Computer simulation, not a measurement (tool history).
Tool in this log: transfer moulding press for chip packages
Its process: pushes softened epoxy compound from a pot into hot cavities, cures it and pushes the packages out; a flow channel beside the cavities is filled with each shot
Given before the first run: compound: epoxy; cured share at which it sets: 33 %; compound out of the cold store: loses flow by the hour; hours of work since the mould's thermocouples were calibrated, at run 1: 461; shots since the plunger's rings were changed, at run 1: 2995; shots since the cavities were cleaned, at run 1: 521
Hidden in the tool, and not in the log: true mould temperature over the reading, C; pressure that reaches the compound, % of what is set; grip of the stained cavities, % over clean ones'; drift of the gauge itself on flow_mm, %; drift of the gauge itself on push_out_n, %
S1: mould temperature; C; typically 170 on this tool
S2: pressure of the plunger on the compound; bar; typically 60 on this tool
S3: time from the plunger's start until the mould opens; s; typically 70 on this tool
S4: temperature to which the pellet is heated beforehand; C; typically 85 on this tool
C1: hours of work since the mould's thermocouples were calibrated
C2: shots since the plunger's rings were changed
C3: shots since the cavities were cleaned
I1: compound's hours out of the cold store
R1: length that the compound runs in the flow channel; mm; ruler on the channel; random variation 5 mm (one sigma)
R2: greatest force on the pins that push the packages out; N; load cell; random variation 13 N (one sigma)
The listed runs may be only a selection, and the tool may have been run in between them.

{"run": 1, "hour": 0.0, "S1": 170, "S2": 60, "S3": 70, "S4": 85, "C1": 461, "C2": 2995, "C3": 521, "I1": 15.7, "R1": 490, "R2": 930}
{"run": 2, "hour": 15.0, "S1": 170, "S2": 60, "S3": 70, "S4": 85, "C1": 473, "C2": 3260, "C3": 786, "I1": 39.1, "R1": 455, "R2": 930}
{"hour": 23.8, "done": "cavities cleaned with cleaning compound and waxed"}
{"run": 3, "hour": 32.0, "S1": 170, "S2": 60, "S3": 70, "S4": 85, "C1": 485, "C2": 3534, "C3": 146, "I1": 26.8, "R1": 474, "R2": 744}
{"run": 4, "hour": 40.1, "S1": 170, "S2": 60, "S3": 70, "S4": 85, "C1": 492, "C2": 3676, "C3": 288, "I1": 18.5, "R1": 484, "R2": 869}
{"run": 5, "hour": 56.0, "S1": 170, "S2": 60, "S3": 70, "S4": 85, "C1": 504, "C2": 3957, "C3": 569, "I1": 42.3, "R1": 447, "R2": 912}
{"run": 6, "hour": 62.9, "S1": 170, "S2": 60, "S3": 70, "S4": 85, "C1": 510, "C2": 4079, "C3": 691, "I1": 42, "R1": 445, "R2": 918}
{"hour": 77.1, "done": "cavities cleaned with cleaning compound and waxed"}
{"run": 7, "hour": 80.1, "S1": 170, "S2": 60, "S3": 61, "S4": 85, "C1": 522, "C2": 4355, "C3": 53, "I1": 33.9, "R1": 454, "R2": 938}
{"run": 8, "hour": 90.4, "S1": 170, "S2": 60, "S3": 61, "S4": 85, "C1": 531, "C2": 4538, "C3": 236, "I1": 38.3, "R1": 444, "R2": 1113}
{"run": 9, "hour": 101.9, "S1": 170, "S2": 60, "S3": 61, "S4": 85, "C1": 540, "C2": 4740, "C3": 438, "I1": 24.5, "R1": 461, "R2": 1236}
{"hour": 107.1, "done": "plunger's sealing rings changed"}
{"run": 10, "hour": 114.2, "S1": 170, "S2": 60, "S3": 61, "S4": 85, "C1": 548, "C2": 125, "C3": 611, "I1": 38.4, "R1": 483, "R2": 1331}
{"run": 11, "hour": 126.4, "S1": 170, "S2": 60, "S3": 61, "S4": 85, "C1": 557, "C2": 339, "C3": 825, "I1": 22.6, "R1": 502, "R2": 1413}
{"hour": 130.9, "done": "mould's thermocouples calibrated"}
{"hour": 134.7, "done": "cavities cleaned with cleaning compound and waxed"}
{"run": 12, "hour": 136.5, "S1": 170, "S2": 60, "S3": 61, "S4": 85, "C1": 3, "C2": 457, "C3": 33, "I1": 31.3, "R1": 491, "R2": 929}
{"run": 13, "hour": 149.9, "S1": 170, "S2": 60, "S3": 70, "S4": 91, "C1": 14, "C2": 692, "C3": 268, "I1": 32, "R1": 488, "R2": 804}
{"run": 14, "hour": 160.6, "S1": 170, "S2": 60, "S3": 70, "S4": 91, "C1": 22, "C2": 881, "C3": 457, "I1": 20.8, "R1": 507, "R2": 904}
{"run": 15, "hour": 168.0, "S1": 170, "S2": 60, "S3": 70, "S4": 91, "C1": 28, "C2": 1012, "C3": 588, "I1": 20.8, "R1": 506, "R2": 932}
{"run": 16, "hour": 183.6, "S1": 166, "S2": 52.1, "S3": 57, "S4": 92, "C1": 41, "C2": 1287, "C3": 863, "I1": 43.1, "R1": 446, "R2": 1953}
{"hour": 187.7, "done": "cavities cleaned with cleaning compound and waxed"}
{"run": 17, "hour": 193.7, "S1": 166, "S2": 52.1, "S3": 109, "S4": 78, "C1": 48, "C2": 1439, "C3": 106, "I1": 37.2, "R1": 456, "R2": 427}
{"run": 18, "hour": 207.2, "S1": 170, "S2": 60, "S3": 61, "S4": 88, "C1": 58, "C2": 1676, "C3": 343, "I1": 27, "R1": 495, "R2": 1273}
{"run": 19, "hour": 221.2, "S1": 174, "S2": 74.9, "S3": 93, "S4": 89, "C1": 70, "C2": 1924, "C3": 591, "I1": 22.1, "R1": 541, "R2": 550}
{"run": 20, "hour": 236.4, "S1": 170, "S2": 59.5, "S3": 70, "S4": 78, "C1": 82, "C2": 2192, "C3": 859, "I1": 38.5, "R1": 464, "R2": 1011}
{"hour": 240.2, "done": "cavities cleaned with cleaning compound and waxed"}
{"run": 21, "hour": 246.6, "S1": 166, "S2": 62.5, "S3": 52, "S4": 81, "C1": 89, "C2": 2346, "C3": 113, "I1": 27.9, "R1": 498, "R2": 1819}
{"run": 22, "hour": 260.7, "S1": 166, "S2": 62.5, "S3": 52, "S4": 81, "C1": 100, "C2": 2593, "C3": 360, "I1": 45.7, "R1": 469, "R2": 2189}
{"run": 23, "hour": 276.5, "S1": 178, "S2": 55.9, "S3": 52, "S4": 81, "C1": 113, "C2": 2873, "C3": 640, "I1": 13.1, "R1": 472, "R2": 1427}
{"run": 24, "hour": 287.7, "S1": 177, "S2": 52.4, "S3": 77, "S4": 81, "C1": 122, "C2": 3070, "C3": 837, "I1": 40.3, "R1": 420, "R2": 613}
{"hour": 293.3, "done": "cavities cleaned with cleaning compound and waxed"}
{"run": 25, "hour": 303.6, "S1": 177, "S2": 52.2, "S3": 103, "S4": 81, "C1": 133, "C2": 3324, "C3": 181, "I1": 33.7, "R1": 437, "R2": 437}
{"run": 26, "hour": 311.0, "S1": 171, "S2": 50.7, "S3": 70, "S4": 85, "C1": 139, "C2": 3455, "C3": 312, "I1": 17.3, "R1": 453, "R2": 814}
{"run": 27, "hour": 326.6, "S1": 171, "S2": 60, "S3": 70, "S4": 87, "C1": 151, "C2": 3730, "C3": 587, "I1": 11.1, "R1": 496, "R2": 928}
{"run": 28, "hour": 333.4, "S1": 167, "S2": 55.1, "S3": 89, "S4": 85, "C1": 157, "C2": 3851, "C3": 708, "I1": 16.5, "R1": 464, "R2": 687}

Branching from run 28: 3 alternative next runs. What would each branch give?
{"hour": 346.6, "done": "cavities cleaned with cleaning compound and waxed"}
{"run": "A", "hour": 346.6, "S1": 170, "S2": 60, "S3": 83, "S4": 94, "C1": 166, "C2": 4057, "C3": 0, "I1": 14.6, "R1": "?", "R2": "?"}
{"hour": 346.6, "done": "cavities cleaned with cleaning compound and waxed"}
{"run": "B", "hour": 346.6, "S1": 173, "S2": 53.1, "S3": 73, "S4": 85, "C1": 166, "C2": 4057, "C3": 0, "I1": 12.6, "R1": "?", "R2": "?"}
{"hour": 346.6, "done": "cavities cleaned with cleaning compound and waxed"}
{"run": "C", "hour": 346.6, "S1": 167, "S2": 55.1, "S3": 89, "S4": 84, "C1": 166, "C2": 4057, "C3": 0, "I1": 16.7, "R1": "?", "R2": "?"}

run=A R1=495 R2=437
run=B R1=467 R2=492
run=C R1=474 R2=448
Without the tool's unlogged condition, the same runs would have read:
run=A R1=529 R2=429
run=B R1=500 R2=483
run=C R1=508 R2=439
